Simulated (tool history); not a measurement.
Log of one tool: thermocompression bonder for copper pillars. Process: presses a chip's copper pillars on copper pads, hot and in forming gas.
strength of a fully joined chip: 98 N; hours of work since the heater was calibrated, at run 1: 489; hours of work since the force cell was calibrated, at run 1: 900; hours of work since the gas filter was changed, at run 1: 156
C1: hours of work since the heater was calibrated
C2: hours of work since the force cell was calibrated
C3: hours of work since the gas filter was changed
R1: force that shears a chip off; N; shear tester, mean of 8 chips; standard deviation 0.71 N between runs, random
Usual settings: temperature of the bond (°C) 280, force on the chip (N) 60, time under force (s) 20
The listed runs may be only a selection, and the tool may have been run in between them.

{"run": 1, "day": 0.0, "temperature of the bond (°C)": 280, "force on the chip (N)": 60, "time under force (s)": 20, "C1": 489, "C2": 900, "C3": 156, "R1": 49.4}
{"run": 2, "day": 1.329, "temperature of the bond (°C)": 280, "force on the chip (N)": 60, "time under force (s)": 26, "C1": 503, "C2": 914, "C3": 170, "R1": 52.2}
{"run": 3, "day": 3.75, "temperature of the bond (°C)": 280, "force on the chip (N)": 60, "time under force (s)": 20, "C1": 528, "C2": 939, "C3": 195, "R1": 47.1}
{"run": 4, "day": 6.025, "temperature of the bond (°C)": 280, "force on the chip (N)": 60, "time under force (s)": 20, "C1": 551, "C2": 962, "C3": 219, "R1": 48.5}
{"run": 5, "day": 8.083, "temperature of the bond (°C)": 280, "force on the chip (N)": 84, "time under force (s)": 20, "C1": 573, "C2": 984, "C3": 240, "R1": 65.3}
{"run": 6, "day": 9.433, "temperature of the bond (°C)": 274, "force on the chip (N)": 60, "time under force (s)": 20, "C1": 587, "C2": 998, "C3": 254, "R1": 44.9}
{"run": 7, "day": 11.038, "temperature of the bond (°C)": 280, "force on the chip (N)": 60, "time under force (s)": 20, "C1": 603, "C2": 1014, "C3": 270, "R1": 48.9}
{"run": 8, "day": 12.742, "temperature of the bond (°C)": 280, "force on the chip (N)": 60, "time under force (s)": 20, "C1": 621, "C2": 1032, "C3": 288, "R1": 48}
{"run": 9, "day": 13.8, "temperature of the bond (°C)": 280, "force on the chip (N)": 64, "time under force (s)": 20, "C1": 632, "C2": 1043, "C3": 299, "R1": 49.2}
{"run": 10, "day": 15.242, "temperature of the bond (°C)": 280, "force on the chip (N)": 64, "time under force (s)": 20, "C1": 647, "C2": 1058, "C3": 314, "R1": 50.8}
{"run": 11, "day": 17.542, "temperature of the bond (°C)": 280, "force on the chip (N)": 64, "time under force (s)": 20, "C1": 670, "C2": 1081, "C3": 338, "R1": 49.1}
{"run": 12, "day": 19.2, "temperature of the bond (°C)": 280, "force on the chip (N)": 64, "time under force (s)": 20, "C1": 688, "C2": 1099, "C3": 355, "R1": 50.1}
{"day": 20.904, "done": "heater calibrated with a thermocouple chip"}
{"run": 13, "day": 21.2, "temperature of the bond (°C)": 280, "force on the chip (N)": 60, "time under force (s)": 57, "C1": 3, "C2": 1118, "C3": 375, "R1": 60.4}
{"run": 14, "day": 22.712, "temperature of the bond (°C)": 280, "force on the chip (N)": 60, "time under force (s)": 57, "C1": 19, "C2": 1134, "C3": 390, "R1": 61}
{"run": 15, "day": 23.917, "temperature of the bond (°C)": 280, "force on the chip (N)": 60, "time under force (s)": 57, "C1": 31, "C2": 1146, "C3": 403, "R1": 60.5}
{"run": 16, "day": 25.638, "temperature of the bond (°C)": 271, "force on the chip (N)": 52, "time under force (s)": 29, "C1": 49, "C2": 1164, "C3": 420, "R1": 36.6}
{"run": 17, "day": 26.854, "temperature of the bond (°C)": 280, "force on the chip (N)": 60, "time under force (s)": 17, "C1": 62, "C2": 1177, "C3": 433, "R1": 40.7}
{"run": 18, "day": 28.546, "temperature of the bond (°C)": 280, "force on the chip (N)": 60, "time under force (s)": 17, "C1": 79, "C2": 1194, "C3": 451, "R1": 40}
{"run": 19, "day": 31.008, "temperature of the bond (°C)": 274, "force on the chip (N)": 60, "time under force (s)": 17, "C1": 104, "C2": 1220, "C3": 476, "R1": 36.7}
{"day": 31.688, "done": "forming gas filter changed"}
{"run": 20, "day": 32.992, "temperature of the bond (°C)": 274, "force on the chip (N)": 60, "time under force (s)": 17, "C1": 125, "C2": 1240, "C3": 13, "R1": 40.3}
{"run": 21, "day": 34.554, "temperature of the bond (°C)": 274, "force on the chip (N)": 60, "time under force (s)": 17, "C1": 141, "C2": 1256, "C3": 30, "R1": 41.7}
{"run": 22, "day": 37.0, "temperature of the bond (°C)": 260, "force on the chip (N)": 39, "time under force (s)": 42, "C1": 166, "C2": 1281, "C3": 55, "R1": 28.6}
{"run": 23, "day": 39.067, "temperature of the bond (°C)": 281, "force on the chip (N)": 60, "time under force (s)": 18, "C1": 187, "C2": 1303, "C3": 76, "R1": 46.2}
{"run": 24, "day": 41.2, "temperature of the bond (°C)": 299, "force on the chip (N)": 57, "time under force (s)": 18, "C1": 210, "C2": 1325, "C3": 98, "R1": 54.7}
{"run": 25, "day": 43.0, "temperature of the bond (°C)": 299, "force on the chip (N)": 57, "time under force (s)": 18, "C1": 228, "C2": 1343, "C3": 117, "R1": 53.8}
{"run": 26, "day": 45.321, "temperature of the bond (°C)": 282, "force on the chip (N)": 86, "time under force (s)": 40, "C1": 252, "C2": 1367, "C3": 141, "R1": 76.9}
{"run": 27, "day": 47.283, "temperature of the bond (°C)": 282, "force on the chip (N)": 86, "time under force (s)": 40, "C1": 272, "C2": 1388, "C3": 161, "R1": 75.4}
{"run": 28, "day": 49.304, "temperature of the bond (°C)": 263, "force on the chip (N)": 80, "time under force (s)": 51, "C1": 293, "C2": 1409, "C3": 182, "R1": 64.5}

Across each entry between runs, compare the hidden state at the last listed run before it with the hidden state at the first listed run after it:
Run 12 -> run 13: heater calibrated with a thermocouple chip (day 20.904)
  true temperature of the bond over the reading, C: 5.4 -> -0.2; force that reaches the chip, % of what is set: 95.6 -> 95.5; oxide that the forming gas leaves, % of the face: 8.93 -> 9.37
  measured less the result without the state, R1: -3.4 -> -8.5 N
Run 19 -> run 20: forming gas filter changed (day 31.688)
  true temperature of the bond over the reading, C: 0.4 -> 0.6; oxide that the forming gas leaves, % of the face: 11.74 -> 0.85
  measured less the result without the state, R1: -6.9 -> -2.1 N

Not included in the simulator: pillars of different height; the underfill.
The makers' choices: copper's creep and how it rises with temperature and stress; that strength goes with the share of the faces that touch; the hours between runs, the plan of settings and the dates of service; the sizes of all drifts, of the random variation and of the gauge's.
